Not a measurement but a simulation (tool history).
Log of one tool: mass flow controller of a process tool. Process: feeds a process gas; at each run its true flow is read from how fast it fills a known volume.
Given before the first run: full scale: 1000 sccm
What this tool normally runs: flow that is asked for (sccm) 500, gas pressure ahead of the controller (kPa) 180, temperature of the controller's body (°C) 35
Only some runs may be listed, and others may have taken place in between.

run	day	flow that is asked for (sccm)	gas pressure ahead of the controller (kPa)	temperature of the controller's body (°C)	true flow (%)
1	0.000	500	180	35	100.95
2	11.108	500	274	35	100.72
3	22.371	500	274	24	100.39
4	34.096	500	274	24	100.47
5	46.938	500	274	24	100.46
6	62.862	500	274	24	100.54
7	83.679	500	180	35	101.58
8	98.362	500	180	35	101.65
9	111.975	500	180	35	101.70
10	130.588	651	180	35	102.43
11	147.550	500	180	33	101.65
# day 158.833: controller's zero set anew
12	158.833	500	180	34	103.53
13	172.575	500	180	35	103.73
14	187.933	500	176	35	103.79
15	199.246	500	176	35	103.84
# day 213.196: controller exchanged for a calibrated one
16	222.312	500	176	35	99.91
17	243.796	500	180	30	99.83
18	264.512	500	180	35	100.26
19	279.454	500	180	35	100.35
20	294.108	500	180	35	100.38
21	309.842	500	180	35	100.41
22	329.096	149	180	35	99.20
23	343.825	149	180	35	99.00
24	354.046	500	182	35	100.66
25	366.938	742	208	35	100.90
26	386.079	554	235	31	100.45
27	397.204	500	244	28	100.19
28	416.492	500	185	27	100.57
29	430.008	757	266	31	101.04
30	440.312	209	199	35	99.35
31	463.100	136	180	28	97.87
32	479.896	136	180	28	97.68
33	498.996	136	180	28	97.69
34	513.317	136	180	28	97.66
35	535.688	136	180	28	97.27
36	548.062	240	180	30	99.71
37	566.471	240	180	22	99.33
38	590.071	187	265	33	98.46
39	601.558	187	265	33	98.34
40	625.021	759	209	23	102.23
# day 643.133: controller's zero set anew
41	648.275	324	200	27	103.26
42	669.779	143	161	30	103.13
43	682.212	237	260	26	102.75
# day 699.325: controller exchanged for a calibrated one
44	703.242	237	260	26	98.85
45	714.333	245	214	31	99.16
46	738.162	335	213	23	99.16
47	758.271	390	213	24	99.42

Here are 3 independent what-if runs from the current tool condition. What would each one return?
A	777.454	390	155	24	?
B	777.454	248	144	35	?
C	777.454	738	169	29	?

run	true flow (%)
A	99.87
B	99.78
C	100.51
What these runs would have given with no unlogged condition in the tool:
run	true flow (%)
A	99.58
B	99.76
C	100.01
